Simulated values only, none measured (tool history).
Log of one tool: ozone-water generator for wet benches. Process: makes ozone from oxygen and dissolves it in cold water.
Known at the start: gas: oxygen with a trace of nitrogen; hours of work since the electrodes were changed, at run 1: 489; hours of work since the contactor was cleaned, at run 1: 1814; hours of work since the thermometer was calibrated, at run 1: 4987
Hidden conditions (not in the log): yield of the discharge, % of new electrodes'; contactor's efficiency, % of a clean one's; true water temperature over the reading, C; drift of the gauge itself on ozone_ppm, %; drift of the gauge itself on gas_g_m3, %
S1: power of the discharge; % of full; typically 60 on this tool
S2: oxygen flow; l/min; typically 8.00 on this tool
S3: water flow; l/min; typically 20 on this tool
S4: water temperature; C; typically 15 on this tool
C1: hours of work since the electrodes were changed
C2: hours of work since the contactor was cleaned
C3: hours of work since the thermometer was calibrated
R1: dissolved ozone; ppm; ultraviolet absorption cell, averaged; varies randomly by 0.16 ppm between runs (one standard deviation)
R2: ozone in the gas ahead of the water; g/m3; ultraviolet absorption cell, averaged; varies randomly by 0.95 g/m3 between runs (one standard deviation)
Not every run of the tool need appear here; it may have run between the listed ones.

run   hour  S1     S2  S3  S4    C1    C2    C3    R1     R2
  1    0.0  60   8.00  20  15   489  1814  4987  20.9  158.6
  2   26.8  60   8.00  20  15   514  1839  5011  20.9  161.3
  3   47.2  60   8.00  20  15   532  1857  5030  20.8  160.4
  4   62.1  60   8.00  20  15   546  1871  5044  21.2  161.4
  5   92.0  60   8.00  16  15   573  1898  5071  24.8  161.0
  6  117.9  60   8.00  16  15   597  1922  5095  24.8  158.1
  7  135.1  60   8.00  16  15   613  1938  5111  25.2  159.3
  8  164.6  60   8.00  16  15   640  1965  5138  25.2  160.7
  9  180.0  60   8.00  20  17   654  1979  5152  20.1  157.9
 10  208.3  60   8.00  20  11   680  2005  5178  22.3  159.8
 11  235.7  60  11.81  20  15   705  2030  5203  21.5  140.1
 12  261.8  60  11.81  20  15   729  2054  5227  21.4  139.2
 13  294.9  60  11.81  20  15   759  2084  5257  21.3  141.0
 14  314.4  60   8.00  20  15   777  2102  5275  21.0  158.2
 15  339.6  60   8.00  20  15   800  2125  5298  21.0  159.7
     342.2  -- water thermometer calibrated
 16  369.7  60   8.00  20  15   827  2152    25  20.6  161.0
 17  394.7  60   8.00  20  15   850  2175    48  20.8  159.6
 18  417.6  90  10.62  12  19   871  2196    69  34.8  184.5
 19  434.1  90  10.62  12  19   886  2211    84  34.2  183.0
 20  466.9  41   7.22  12  19   917  2242   114  22.2  133.5
 21  486.2  41   7.22  12  19   934  2259   132  22.6  132.2
 22  505.2  60   8.00  20  10   952  2277   149  22.4  161.0
 23  529.9  60  10.45  20  10   974  2299   172  23.2  144.7
     540.7  -- water thermometer calibrated, once more
 24  563.7  60  10.45  20  10  1005  2330    21  23.4  145.2
 25  594.3  60   5.06  27  15  1033  2358    49  13.9  184.8
 26  613.4  60   6.76  16  20  1050  2375    67  22.2  168.6
 27  637.0  60   6.76  20  20  1072  2397    88  18.3  169.5
 28  666.2  60   8.52  14  15  1099  2424   115  27.8  155.3
 29  681.9  44   4.64  19   8  1113  2438   129  17.8  156.7
 30  699.5  44   4.64  19   8  1129  2454   146  17.6  159.6
 31  720.9  44   8.00  31  15  1149  2474   165  11.4  133.1
 32  736.9  44   8.00  31  15  1164  2489   180  11.3  132.8
 33  766.2  47   8.00  20  13  1190  2515   207  18.6  138.7

Forecast each of these 4 alternatives for the next run:
  A  800.5  60  8.00  13  15  1222  2547  238   ?   ?
  B  800.5  47  9.14  20  15  1222  2547  238   ?   ?
  C  800.5  69  8.00  17  13  1222  2547  238   ?   ?
  D  800.5  57  8.00  13  13  1222  2547  238   ?   ?

run    R1     R2
  A  28.6  158.9
  B  18.3  132.4
  C  26.4  170.7
  D  28.9  154.1
Without the tool's unlogged condition, the same runs would have read:
run    R1     R2
  A  29.5  160.9
  B  18.9  133.8
  C  27.4  173.1
  D  29.7  156.0
